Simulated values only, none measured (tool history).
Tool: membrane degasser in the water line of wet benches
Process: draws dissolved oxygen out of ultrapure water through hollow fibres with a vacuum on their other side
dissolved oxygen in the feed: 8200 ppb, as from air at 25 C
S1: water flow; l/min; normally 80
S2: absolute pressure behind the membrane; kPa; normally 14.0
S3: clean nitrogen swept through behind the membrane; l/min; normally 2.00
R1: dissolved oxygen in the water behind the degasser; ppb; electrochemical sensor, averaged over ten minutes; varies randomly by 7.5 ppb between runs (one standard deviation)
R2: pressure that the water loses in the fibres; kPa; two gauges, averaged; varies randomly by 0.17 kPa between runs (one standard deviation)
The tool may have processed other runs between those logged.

run    hour   S1    S2    S3      R1     R2
  1     0.0   80  14.0  2.00   870.1  29.77
  2   146.3   80  14.0  1.05  1302.3  29.40
  3   261.3   80  14.0  1.05  1323.8  29.75
  4   405.1   80  14.0  1.05  1329.9  29.64
      473.6  -- seals of the vacuum lines changed
  5   473.6   80  17.0  2.00  1074.5  29.47
  6   563.8   80  17.0  2.00  1064.2  29.13
  7   629.8   80  33.6  2.00  2013.9  29.31
  8   788.5   80  33.6  2.00  2010.4  29.15
  9   927.9   80  33.6  2.00  1988.3  29.51
 10  1087.5   80  33.6  2.00  2020.3  29.44
 11  1170.7   80  14.0  2.00   863.4  29.28
 12  1305.7   80  14.0  2.00   879.8  29.15
 13  1420.6   80  14.0  2.00   862.2  29.08
 14  1574.3   80  14.0  2.00   861.8  29.27
 15  1655.7   80  14.0  2.00   862.2  29.29
 16  1792.5   80  14.0  2.00   872.0  29.28
 17  1914.4   64  14.0  1.16  1028.6  23.30
     2018.1  -- vacuum gauge calibrated
 18  2074.5   52  23.8  1.29  1444.0  18.81
 19  2221.8  116   9.1  1.00  1083.5  42.57
 20  2349.1   80  20.7  2.00  1306.9  29.28
 21  2441.2   80  20.7  2.00  1303.7  29.38
 22  2555.4   80  11.6  2.57   592.9  28.88
 23  2704.9   87  14.0  2.00   934.7  31.56
 24  2795.4   80  14.0  2.52   735.2  29.04
 25  2925.1   50   8.8  1.82   340.4  18.38
 26  2997.7  118  10.3  1.14  1198.9  42.80
 27  3136.0  118  10.3  1.14  1209.9  42.78
 28  3242.7   69  21.0  1.14  1692.3  24.56
 29  3367.9   75  17.2  4.74   548.3  27.28
 30  3441.0   89  16.3  0.93  1777.7  31.81
 31  3589.7   80  14.0  1.47  1073.8  28.70
 32  3746.9   80  14.0  1.47  1055.6  29.02

Run by run, hidden condition taken away, random variation retained:
What the log doesn't record here: membrane still open, %; true pressure behind the membrane over the reading, kPa; air that leaks in behind the membrane, l/min; drift of the gauge itself on oxygen_ppb, %; drift of the gauge itself on loss_of_pressure_kpa, %.
run     R2
  1  29.75
  2  29.40
  3  29.77
  4  29.69
  5  29.53
  6  29.20
  7  29.40
  8  29.27
  9  29.65
 10  29.61
 11  29.46
 12  29.36
 13  29.31
 14  29.53
 15  29.57
 16  29.58
 17  23.56
 18  19.04
 19  43.12
 20  29.68
 21  29.79
 22  29.32
 23  32.06
 24  29.52
 25  18.69
 26  43.56
 27  43.58
 28  25.04
 29  27.82
 30  32.47
 31  29.32
 32  29.67
R1: differs from the measured result by no more than 0.8 ppb in any run.
